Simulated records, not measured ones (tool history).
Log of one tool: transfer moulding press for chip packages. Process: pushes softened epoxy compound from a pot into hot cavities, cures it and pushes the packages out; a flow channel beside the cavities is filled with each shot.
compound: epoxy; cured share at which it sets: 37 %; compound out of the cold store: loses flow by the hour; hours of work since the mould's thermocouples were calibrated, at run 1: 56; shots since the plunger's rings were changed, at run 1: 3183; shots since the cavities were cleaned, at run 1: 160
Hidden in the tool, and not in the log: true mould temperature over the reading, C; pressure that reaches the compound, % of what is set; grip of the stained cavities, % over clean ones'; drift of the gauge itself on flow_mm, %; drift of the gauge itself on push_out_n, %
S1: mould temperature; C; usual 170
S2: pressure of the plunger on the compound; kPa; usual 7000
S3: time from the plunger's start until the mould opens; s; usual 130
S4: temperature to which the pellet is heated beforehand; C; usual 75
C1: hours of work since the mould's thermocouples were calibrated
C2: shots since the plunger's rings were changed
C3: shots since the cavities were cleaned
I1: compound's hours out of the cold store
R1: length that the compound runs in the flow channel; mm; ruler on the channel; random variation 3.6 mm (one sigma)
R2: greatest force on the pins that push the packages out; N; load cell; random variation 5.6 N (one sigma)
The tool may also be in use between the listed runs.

{"run": 1, "day": 0.0, "S1": 170, "S2": 7000, "S3": 130, "S4": 75, "C1": 56, "C2": 3183, "C3": 160, "I1": 33.8, "R1": 671, "R2": 244}
{"run": 2, "day": 0.654, "S1": 170, "S2": 7000, "S3": 164, "S4": 75, "C1": 66, "C2": 3341, "C3": 318, "I1": 45.1, "R1": 645, "R2": 252}
{"run": 3, "day": 1.362, "S1": 170, "S2": 7000, "S3": 130, "S4": 75, "C1": 78, "C2": 3513, "C3": 490, "I1": 27.6, "R1": 690, "R2": 299}
{"run": 4, "day": 1.954, "S1": 170, "S2": 7000, "S3": 130, "S4": 75, "C1": 87, "C2": 3655, "C3": 632, "I1": 47.2, "R1": 633, "R2": 319}
{"day": 2.579, "done": "plunger's sealing rings changed"}
{"run": 5, "day": 2.754, "S1": 170, "S2": 7000, "S3": 130, "S4": 75, "C1": 98, "C2": 42, "C3": 800, "I1": 20.5, "R1": 765, "R2": 337}
{"day": 2.938, "done": "cavities cleaned with cleaning compound and waxed"}
{"run": 6, "day": 3.396, "S1": 170, "S2": 7000, "S3": 130, "S4": 75, "C1": 107, "C2": 182, "C3": 111, "I1": 17.4, "R1": 776, "R2": 230}
{"run": 7, "day": 3.796, "S1": 170, "S2": 7000, "S3": 130, "S4": 75, "C1": 114, "C2": 278, "C3": 207, "I1": 44.7, "R1": 685, "R2": 256}
{"run": 8, "day": 4.496, "S1": 170, "S2": 7000, "S3": 130, "S4": 75, "C1": 125, "C2": 447, "C3": 376, "I1": 44.9, "R1": 686, "R2": 283}
{"run": 9, "day": 5.096, "S1": 170, "S2": 7000, "S3": 130, "S4": 75, "C1": 135, "C2": 593, "C3": 522, "I1": 14.5, "R1": 776, "R2": 314}
{"run": 10, "day": 5.525, "S1": 166, "S2": 7000, "S3": 130, "S4": 75, "C1": 141, "C2": 696, "C3": 625, "I1": 9.7, "R1": 809, "R2": 421}
{"run": 11, "day": 5.921, "S1": 166, "S2": 7000, "S3": 130, "S4": 75, "C1": 148, "C2": 791, "C3": 720, "I1": 36.4, "R1": 721, "R2": 390}
{"day": 6.438, "done": "cavities cleaned with cleaning compound and waxed"}
{"run": 12, "day": 6.604, "S1": 170, "S2": 7000, "S3": 130, "S4": 79, "C1": 158, "C2": 942, "C3": 41, "I1": 30.4, "R1": 726, "R2": 203}
{"run": 13, "day": 7.096, "S1": 170, "S2": 7000, "S3": 149, "S4": 79, "C1": 166, "C2": 1060, "C3": 159, "I1": 46.3, "R1": 672, "R2": 210}
{"run": 14, "day": 7.442, "S1": 170, "S2": 7000, "S3": 149, "S4": 79, "C1": 171, "C2": 1144, "C3": 243, "I1": 24.1, "R1": 738, "R2": 253}
{"run": 15, "day": 8.112, "S1": 170, "S2": 8130, "S3": 149, "S4": 71, "C1": 182, "C2": 1306, "C3": 405, "I1": 19.3, "R1": 817, "R2": 277}
{"run": 16, "day": 8.729, "S1": 170, "S2": 8130, "S3": 149, "S4": 71, "C1": 192, "C2": 1455, "C3": 554, "I1": 38.3, "R1": 743, "R2": 289}
{"run": 17, "day": 9.312, "S1": 174, "S2": 7000, "S3": 130, "S4": 67, "C1": 201, "C2": 1595, "C3": 694, "I1": 13.7, "R1": 746, "R2": 303}
{"run": 18, "day": 9.692, "S1": 174, "S2": 7000, "S3": 130, "S4": 67, "C1": 207, "C2": 1687, "C3": 786, "I1": 45.6, "R1": 647, "R2": 317}
{"day": 9.979, "done": "cavities cleaned with cleaning compound and waxed"}
{"run": 19, "day": 10.521, "S1": 170, "S2": 5640, "S3": 130, "S4": 75, "C1": 219, "C2": 1872, "C3": 131, "I1": 17.0, "R1": 672, "R2": 248}
{"run": 20, "day": 11.008, "S1": 170, "S2": 6120, "S3": 130, "S4": 76, "C1": 227, "C2": 1990, "C3": 249, "I1": 37.3, "R1": 642, "R2": 276}
{"run": 21, "day": 11.712, "S1": 170, "S2": 7620, "S3": 130, "S4": 75, "C1": 238, "C2": 2160, "C3": 419, "I1": 43.6, "R1": 693, "R2": 305}

Run 22 comes next. What will it give?
{"run": 22, "day": 12.117, "S1": 170, "S2": 7000, "S3": 157, "S4": 75, "C1": 245, "C2": 2257, "C3": 516, "I1": 40.8, "R1": "?", "R2": "?"}

R1: 674 mm
R2: 282 N
Without the tool's hidden state the same run would have given R1 703 mm, R2 173 N.
